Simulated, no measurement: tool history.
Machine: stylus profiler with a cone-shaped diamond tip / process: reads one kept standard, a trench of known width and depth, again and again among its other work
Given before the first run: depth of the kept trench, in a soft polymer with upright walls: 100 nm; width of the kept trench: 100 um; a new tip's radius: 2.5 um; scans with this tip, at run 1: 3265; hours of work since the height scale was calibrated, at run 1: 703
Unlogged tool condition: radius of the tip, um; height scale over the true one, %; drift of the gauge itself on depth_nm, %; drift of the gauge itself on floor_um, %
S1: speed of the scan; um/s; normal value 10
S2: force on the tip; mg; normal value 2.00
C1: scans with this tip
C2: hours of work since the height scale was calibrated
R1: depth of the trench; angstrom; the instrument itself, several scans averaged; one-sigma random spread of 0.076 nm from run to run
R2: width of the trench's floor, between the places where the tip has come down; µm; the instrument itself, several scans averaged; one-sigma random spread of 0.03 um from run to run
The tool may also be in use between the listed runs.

run	hour	S1	S2	C1	C2	R1	R2
1	0.0	10	2.00	3265	703	1009.7	98.43
2	42.4	10	2.00	3398	731	1009.2	98.44
3	131.0	10	2.00	3676	791	1009.2	98.43
4	226.9	10	2.00	3976	856	1011.3	98.41
5	289.2	8	2.00	4172	898	1009.8	98.39
6	352.8	8	2.00	4371	941	1011.0	98.41
7	424.8	8	2.00	4597	990	1010.6	98.38
8	498.5	8	2.00	4828	1039	1011.8	98.39
9	576.5	10	2.00	5073	1092	1010.8	98.41
10	644.1	10	2.00	5285	1138	1009.5	98.37
# hour 649.2: height scale calibrated on a step standard
11	693.5	10	2.00	5438	30	1013.5	98.40
12	768.8	5	2.00	5674	81	1012.1	98.46
13	837.1	5	2.00	5889	127	1014.8	98.41
14	924.8	5	5.61	6163	186	1019.8	98.42
15	1009.9	38	2.00	6430	243	1013.8	98.30
16	1059.3	4	1.64	6585	277	1013.0	98.36
17	1129.5	4	1.64	6805	324	1012.9	98.33

What does the tool deliver on the next run?
# hour 1199.4: height scale calibrated on a step standard, once more
18	1209.8	10	2.00	7056	7	?	?

{"run 18": {"R1": 1007.3, "R2": 98.39}}
With the hidden condition absent and the run-to-run variation left alone, this run would have shown R1 1007.1 angstrom, R2 98.60 µm.
